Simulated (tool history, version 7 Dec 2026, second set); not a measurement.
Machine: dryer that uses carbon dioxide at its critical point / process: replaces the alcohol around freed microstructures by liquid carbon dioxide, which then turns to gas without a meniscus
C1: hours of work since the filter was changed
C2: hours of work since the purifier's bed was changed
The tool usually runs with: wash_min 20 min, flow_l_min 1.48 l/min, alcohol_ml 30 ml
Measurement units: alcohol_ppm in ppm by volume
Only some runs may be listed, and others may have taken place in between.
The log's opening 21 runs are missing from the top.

Run 22, day 46.721: usual settings but flow_l_min 0.95 l/min, alcohol_ml 78 ml; C1 237; C2 254. Result: alcohol_ppm 811 ppm by volume.
Run 23, day 48.379: usual settings but wash_min 18 min, flow_l_min 1.54 l/min, alcohol_ml 90 ml; C1 259; C2 276. Result: alcohol_ppm 278 ppm by volume.
Run 24, day 49.817: usual settings but flow_l_min 2.49 l/min, alcohol_ml 91 ml; C1 278; C2 295. Result: alcohol_ppm 91 ppm by volume.
Run 25, day 52.667: usual settings but wash_min 24 min, flow_l_min 1.85 l/min, alcohol_ml 64 ml; C1 316; C2 332. Result: alcohol_ppm 113 ppm by volume.
Run 26, day 54.054: usual settings but wash_min 15 min, alcohol_ml 26 ml; C1 334; C2 350. Result: alcohol_ppm 270 ppm by volume.
Run 27, day 55.992: usual settings but wash_min 13 min, alcohol_ml 26 ml; C1 359; C2 376. Result: alcohol_ppm 407 ppm by volume.
At day 57.362: inlet filter changed.
Run 28, day 58.308: usual settings but flow_l_min 0.96 l/min; C1 12; C2 406. Result: alcohol_ppm 306 ppm by volume.
Run 29, day 61.008: usual settings but wash_min 14 min, alcohol_ml 23 ml; C1 48; C2 441. Result: alcohol_ppm 252 ppm by volume.
Run 30, day 63.975: usual settings but flow_l_min 1.16 l/min; C1 87; C2 480. Result: alcohol_ppm 251 ppm by volume.
Run 31, day 66.946: usual settings but flow_l_min 1.16 l/min; C1 126; C2 519. Result: alcohol_ppm 278 ppm by volume.
Run 32, day 68.600: usual settings but flow_l_min 1.16 l/min; C1 148; C2 541. Result: alcohol_ppm 279 ppm by volume.
Run 33, day 70.671: usual settings but wash_min 19 min, flow_l_min 1.28 l/min; C1 175; C2 568. Result: alcohol_ppm 282 ppm by volume.
Run 34, day 72.879: usual settings but flow_l_min 2.46 l/min, alcohol_ml 34 ml; C1 204; C2 597. Result: alcohol_ppm 183 ppm by volume.

Here are 3 independent what-if runs from the current tool condition. What would each one return?
Run A, day 75.342: usual settings but wash_min 29 min, flow_l_min 1.24 l/min, alcohol_ml 26 ml; C1 237; C2 630. Result: alcohol_ppm ?.
Run B, day 75.342: usual settings but wash_min 18 min, flow_l_min 1.51 l/min, alcohol_ml 68 ml; C1 237; C2 630. Result: alcohol_ppm ?.
Run C, day 75.342: usual settings but flow_l_min 1.78 l/min, alcohol_ml 69 ml; C1 237; C2 630. Result: alcohol_ppm ?.

run  alcohol_ppm
  A          207
  B          343
  C          237
Without the tool's unlogged condition, the same runs would have read:
run  alcohol_ppm
  A           11
  B           90
  C           30

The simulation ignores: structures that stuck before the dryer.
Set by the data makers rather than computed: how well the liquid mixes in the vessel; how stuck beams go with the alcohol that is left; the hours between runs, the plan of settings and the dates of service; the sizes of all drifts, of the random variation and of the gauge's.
